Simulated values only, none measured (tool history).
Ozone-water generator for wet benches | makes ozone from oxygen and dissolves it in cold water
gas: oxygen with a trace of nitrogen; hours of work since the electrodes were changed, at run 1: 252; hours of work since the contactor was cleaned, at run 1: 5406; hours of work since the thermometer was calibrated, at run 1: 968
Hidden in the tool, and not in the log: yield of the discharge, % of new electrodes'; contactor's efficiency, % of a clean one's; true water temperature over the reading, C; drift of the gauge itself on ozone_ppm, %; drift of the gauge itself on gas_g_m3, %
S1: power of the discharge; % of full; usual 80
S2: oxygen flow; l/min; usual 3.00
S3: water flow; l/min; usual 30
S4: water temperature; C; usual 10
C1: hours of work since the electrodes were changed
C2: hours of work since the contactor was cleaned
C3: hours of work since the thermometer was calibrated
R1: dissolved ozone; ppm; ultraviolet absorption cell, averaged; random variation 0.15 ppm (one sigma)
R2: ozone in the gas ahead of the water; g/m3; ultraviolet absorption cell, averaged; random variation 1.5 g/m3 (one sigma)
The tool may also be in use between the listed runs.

run     day  S1    S2  S3  S4   C1    C2    C3    R1     R2
  1   0.000  80  3.00  30  10  252  5406   968  18.1  274.9
  2   1.562  99  3.00  30  10  284  5438  1000  20.3  304.4
  3   3.162  99  3.00  30  10  317  5470  1032  20.4  305.4
  4   5.067  41  3.00  30  10  355  5509  1071  12.6  193.4
  5   6.717  41  3.00  30  10  389  5543  1105  12.7  191.0
  6   8.058  41  3.00  30  10  416  5570  1132  12.6  190.4
  7   9.571  80  1.63  30  10  447  5601  1163  14.4  367.9
  8  11.508  80  1.63  30  10  487  5640  1202  14.4  366.8
  9  13.683  80  1.63  30  10  531  5685  1247  14.5  375.0
 10  15.042  80  1.63  30  10  559  5712  1275  14.6  370.2
 11  17.588  80  3.76  30  10  611  5764  1326  19.4  246.3
 12  18.679  80  3.76  30  10  633  5786  1349  19.4  246.4
 13  19.833  86  2.27  30   9  656  5810  1372  17.0  323.5
 14  21.825  71  2.27  25   6  697  5851  1413  19.4  296.8
 15  23.421  56  3.00  30   7  729  5883  1445  15.4  227.4
 16  24.608  56  1.55  30   8  754  5907  1469  11.7  315.8
 17  26.804  67  2.02  39   7  798  5952  1514  10.6  303.3
 18  29.317  45  2.61  27  11  850  6003  1565  14.2  216.1
 19  30.442  71  4.73  25  12  872  6026  1588  22.5  208.7
 20  31.638  58  2.40  26   9  897  6051  1613  16.7  256.7

5 ways to go on from here, each from the tool as it stands after run 20. What would each give?
  A  32.896  60  2.36  19  10  923  6076  1638   ?   ?
  B  32.896  79  3.00  30  10  923  6076  1638   ?   ?
  C  32.896  58  2.40  36   8  923  6076  1638   ?   ?
  D  32.896  58  1.99  35   9  923  6076  1638   ?   ?
  E  32.896  91  3.01  30  10  923  6076  1638   ?   ?

run    R1     R2
  A  23.0  266.6
  B  18.1  272.6
  C  11.5  258.1
  D  10.9  282.2
  E  19.3  296.4
Without the tool's hidden state the same runs would have given:
run    R1     R2
  A  23.0  263.6
  B  18.1  269.6
  C  11.5  255.2
  D  10.9  279.0
  E  19.3  293.1

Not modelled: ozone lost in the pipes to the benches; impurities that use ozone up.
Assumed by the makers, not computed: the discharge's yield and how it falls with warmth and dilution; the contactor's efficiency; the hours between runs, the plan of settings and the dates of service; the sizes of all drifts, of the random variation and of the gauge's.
